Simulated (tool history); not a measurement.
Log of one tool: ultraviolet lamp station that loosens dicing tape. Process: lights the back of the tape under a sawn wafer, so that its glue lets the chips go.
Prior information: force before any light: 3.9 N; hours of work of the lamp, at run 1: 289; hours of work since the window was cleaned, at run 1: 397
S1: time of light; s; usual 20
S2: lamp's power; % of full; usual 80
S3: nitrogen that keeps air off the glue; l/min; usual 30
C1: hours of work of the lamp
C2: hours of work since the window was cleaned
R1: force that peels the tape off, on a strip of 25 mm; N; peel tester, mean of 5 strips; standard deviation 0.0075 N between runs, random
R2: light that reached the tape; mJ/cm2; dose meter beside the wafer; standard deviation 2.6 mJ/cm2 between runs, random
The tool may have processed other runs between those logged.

{"run": 1, "hour": 0.0, "S1": 20, "S2": 80, "S3": 30, "C1": 289, "C2": 397, "R1": 0.405, "R2": 247}
{"run": 2, "hour": 9.0, "S1": 20, "S2": 80, "S3": 30, "C1": 296, "C2": 404, "R1": 0.402, "R2": 249}
{"run": 3, "hour": 18.5, "S1": 20, "S2": 80, "S3": 30, "C1": 303, "C2": 411, "R1": 0.407, "R2": 245}
{"run": 4, "hour": 31.2, "S1": 20, "S2": 80, "S3": 30, "C1": 312, "C2": 420, "R1": 0.411, "R2": 244}
{"run": 5, "hour": 37.2, "S1": 20, "S2": 80, "S3": 24, "C1": 316, "C2": 424, "R1": 0.482, "R2": 247}
{"run": 6, "hour": 43.6, "S1": 20, "S2": 80, "S3": 24, "C1": 321, "C2": 429, "R1": 0.483, "R2": 242}
{"run": 7, "hour": 56.3, "S1": 20, "S2": 80, "S3": 19, "C1": 330, "C2": 438, "R1": 0.545, "R2": 242}
{"run": 8, "hour": 62.8, "S1": 20, "S2": 80, "S3": 19, "C1": 334, "C2": 442, "R1": 0.548, "R2": 244}
{"run": 9, "hour": 70.2, "S1": 20, "S2": 80, "S3": 19, "C1": 340, "C2": 448, "R1": 0.565, "R2": 239}
{"run": 10, "hour": 80.9, "S1": 20, "S2": 98, "S3": 30, "C1": 347, "C2": 455, "R1": 0.32, "R2": 292}
{"run": 11, "hour": 88.0, "S1": 20, "S2": 98, "S3": 40, "C1": 352, "C2": 460, "R1": 0.287, "R2": 291}
{"run": 12, "hour": 97.6, "S1": 20, "S2": 98, "S3": 40, "C1": 359, "C2": 467, "R1": 0.288, "R2": 283}
{"run": 13, "hour": 105.2, "S1": 20, "S2": 65, "S3": 30, "C1": 365, "C2": 473, "R1": 0.599, "R2": 194}
{"run": 14, "hour": 115.3, "S1": 20, "S2": 65, "S3": 30, "C1": 372, "C2": 480, "R1": 0.633, "R2": 189}
{"run": 15, "hour": 123.9, "S1": 20, "S2": 65, "S3": 30, "C1": 378, "C2": 486, "R1": 0.624, "R2": 184}
{"run": 16, "hour": 136.4, "S1": 20, "S2": 80, "S3": 37, "C1": 387, "C2": 495, "R1": 0.402, "R2": 229}
{"run": 17, "hour": 142.4, "S1": 20, "S2": 70, "S3": 30, "C1": 391, "C2": 500, "R1": 0.562, "R2": 202}
{"run": 18, "hour": 147.8, "S1": 24, "S2": 80, "S3": 30, "C1": 395, "C2": 503, "R1": 0.337, "R2": 269}
{"run": 19, "hour": 158.8, "S1": 20, "S2": 64, "S3": 30, "C1": 403, "C2": 511, "R1": 0.646, "R2": 182}
{"run": 20, "hour": 164.7, "S1": 20, "S2": 64, "S3": 30, "C1": 407, "C2": 516, "R1": 0.654, "R2": 179}
{"run": 21, "hour": 174.8, "S1": 20, "S2": 64, "S3": 30, "C1": 415, "C2": 523, "R1": 0.686, "R2": 181}
{"run": 22, "hour": 180.7, "S1": 35, "S2": 77, "S3": 14, "C1": 419, "C2": 527, "R1": 0.322, "R2": 375}
{"run": 23, "hour": 191.3, "S1": 11, "S2": 84, "S3": 15, "C1": 426, "C2": 535, "R1": 1.391, "R2": 130}
{"hour": 192.6, "done": "window cleaned of glue's vapour"}
{"run": 24, "hour": 199.3, "S1": 25, "S2": 68, "S3": 18, "C1": 432, "C2": 5, "R1": 0.681, "R2": 218}
{"run": 25, "hour": 206.9, "S1": 25, "S2": 61, "S3": 18, "C1": 437, "C2": 10, "R1": 0.749, "R2": 194}
{"run": 26, "hour": 218.8, "S1": 35, "S2": 79, "S3": 27, "C1": 446, "C2": 19, "R1": 0.256, "R2": 353}
{"run": 27, "hour": 224.7, "S1": 35, "S2": 79, "S3": 27, "C1": 450, "C2": 23, "R1": 0.259, "R2": 354}
{"run": 28, "hour": 235.9, "S1": 30, "S2": 80, "S3": 30, "C1": 458, "C2": 31, "R1": 0.314, "R2": 295}
{"hour": 242.5, "done": "window cleaned of glue's vapour, once more"}
{"run": 29, "hour": 243.0, "S1": 30, "S2": 80, "S3": 30, "C1": 463, "C2": 0, "R1": 0.244, "R2": 372}
{"run": 30, "hour": 254.9, "S1": 12, "S2": 63, "S3": 10, "C1": 471, "C2": 9, "R1": 1.79, "R2": 117}
{"run": 31, "hour": 264.7, "S1": 12, "S2": 63, "S3": 10, "C1": 478, "C2": 16, "R1": 1.727, "R2": 115}
{"run": 32, "hour": 275.4, "S1": 12, "S2": 66, "S3": 10, "C1": 486, "C2": 24, "R1": 1.729, "R2": 124}
{"run": 33, "hour": 281.2, "S1": 15, "S2": 92, "S3": 55, "C1": 490, "C2": 28, "R1": 0.399, "R2": 209}
{"run": 34, "hour": 287.6, "S1": 20, "S2": 80, "S3": 49, "C1": 495, "C2": 32, "R1": 0.336, "R2": 240}
{"run": 35, "hour": 300.2, "S1": 18, "S2": 80, "S3": 41, "C1": 504, "C2": 41, "R1": 0.418, "R2": 213}
{"run": 36, "hour": 308.9, "S1": 18, "S2": 80, "S3": 41, "C1": 510, "C2": 48, "R1": 0.434, "R2": 211}
{"run": 37, "hour": 314.9, "S1": 20, "S2": 79, "S3": 22, "C1": 515, "C2": 52, "R1": 0.531, "R2": 237}
{"run": 38, "hour": 325.8, "S1": 38, "S2": 75, "S3": 22, "C1": 522, "C2": 60, "R1": 0.239, "R2": 427}
{"run": 39, "hour": 332.3, "S1": 38, "S2": 88, "S3": 34, "C1": 527, "C2": 64, "R1": 0.202, "R2": 499}
{"run": 40, "hour": 339.6, "S1": 38, "S2": 88, "S3": 34, "C1": 532, "C2": 70, "R1": 0.203, "R2": 487}
{"run": 41, "hour": 348.9, "S1": 28, "S2": 67, "S3": 57, "C1": 539, "C2": 76, "R1": 0.271, "R2": 276}
{"run": 42, "hour": 360.0, "S1": 20, "S2": 75, "S3": 21, "C1": 547, "C2": 84, "R1": 0.624, "R2": 217}

Hidden state or all else? Some run-to-run changes of R1, split into what the settings, what came in and random variation would give without the hidden state, and what is left for the hidden state (with any gauge scatter that isn't in both results):
What the log doesn't record here: lamp's light, % of a new lamp's; light that the window lets through, % of a clean one's; drift of the gauge itself on peel_n, %; drift of the gauge itself on dose_mj_cm2, %.
Run 22 -> 23: S1 35 -> 11, S2 77 -> 84, S3 14 -> 15. R1 +1.069 N: hidden state +0.396, all else +0.673.
Run 25 -> 26: S1 25 -> 35, S2 61 -> 79, S3 18 -> 27. R1 -0.493 N: hidden state -0.316, all else -0.177.
Run 29 -> 30: S1 30 -> 12, S2 80 -> 63, S3 30 -> 10. R1 +1.546 N: hidden state +0.368, all else +1.178.
Run 32 -> 33: S1 12 -> 15, S2 66 -> 92, S3 10 -> 55. R1 -1.33 N: hidden state -0.283, all else -1.047.

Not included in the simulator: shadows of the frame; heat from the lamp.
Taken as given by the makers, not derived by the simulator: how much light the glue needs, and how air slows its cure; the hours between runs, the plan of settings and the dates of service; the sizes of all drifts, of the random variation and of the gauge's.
